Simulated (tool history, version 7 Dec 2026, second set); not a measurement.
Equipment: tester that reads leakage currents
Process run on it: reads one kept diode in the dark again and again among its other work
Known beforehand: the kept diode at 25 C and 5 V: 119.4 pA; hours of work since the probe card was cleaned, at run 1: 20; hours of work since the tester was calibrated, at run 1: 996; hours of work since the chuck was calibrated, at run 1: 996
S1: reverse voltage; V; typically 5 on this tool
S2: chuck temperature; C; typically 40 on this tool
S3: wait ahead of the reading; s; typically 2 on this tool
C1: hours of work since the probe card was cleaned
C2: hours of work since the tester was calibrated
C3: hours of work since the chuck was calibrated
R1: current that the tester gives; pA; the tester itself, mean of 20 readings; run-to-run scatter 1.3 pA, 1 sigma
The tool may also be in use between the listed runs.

run 1 hour=0 | S1=5 S2=40 S3=2 | C1=20 C2=996 C3=996 | R1=403.69
run 2 hour=38.4 | S1=5 S2=40 S3=2 | C1=41 C2=1018 C3=1018 | R1=406.01
run 3 hour=66.4 | S1=5 S2=40 S3=2 | C1=57 C2=1033 C3=1033 | R1=404.58
run 4 hour=98.4 | S1=4.01 S2=40 S3=2 | C1=75 C2=1051 C3=1051 | R1=368.43
run 5 hour=138.3 | S1=4.01 S2=40 S3=2 | C1=97 C2=1074 C3=1074 | R1=368.33
-- hour=144.3 chuck's temperature calibrated
run 6 hour=168.3 | S1=4.01 S2=40 S3=2 | C1=113 C2=1089 C3=13 | R1=346.47
run 7 hour=207.5 | S1=8.67 S2=35 S3=0.67 | C1=134 C2=1111 C3=35 | R1=305.14
run 8 hour=253 | S1=3.94 S2=54 S3=9.73 | C1=160 C2=1136 C3=61 | R1=1070.51
run 9 hour=303.3 | S1=8.96 S2=25 S3=2 | C1=188 C2=1164 C3=89 | R1=127.01
run 10 hour=329.1 | S1=6.99 S2=46 S3=0.51 | C1=202 C2=1179 C3=103 | R1=709.47
run 11 hour=355.8 | S1=1.34 S2=36 S3=1.14 | C1=217 C2=1194 C3=118 | R1=156.53
run 12 hour=380.8 | S1=9.07 S2=40 S3=0.44 | C1=231 C2=1208 C3=132 | R1=476.12

4 ways to go on from here, each from the tool as it stands after run 12. What would each give?
-- hour=420.8 chuck's temperature calibrated, once more
run A hour=420.8 | S1=9.07 S2=21 S3=8.22 | C1=252 C2=1229 C3=0 | R1=?
-- hour=420.8 chuck's temperature calibrated, once more
run B hour=420.8 | S1=4.7 S2=40 S3=0.44 | C1=252 C2=1229 C3=0 | R1=?
-- hour=420.8 chuck's temperature calibrated, once more
run C hour=420.8 | S1=1.67 S2=25 S3=1.01 | C1=252 C2=1229 C3=0 | R1=?
-- hour=420.8 chuck's temperature calibrated, once more
run D hour=420.8 | S1=4.87 S2=36 S3=0.56 | C1=252 C2=1229 C3=0 | R1=?

run=A R1=105.24
run=B R1=438.11
run=C R1=77.17
run=D R1=316.77
With no hidden state in the tool, these same runs would have given:
run=A R1=103.43
run=B R1=438.79
run=C R1=77.07
run=D R1=316.88

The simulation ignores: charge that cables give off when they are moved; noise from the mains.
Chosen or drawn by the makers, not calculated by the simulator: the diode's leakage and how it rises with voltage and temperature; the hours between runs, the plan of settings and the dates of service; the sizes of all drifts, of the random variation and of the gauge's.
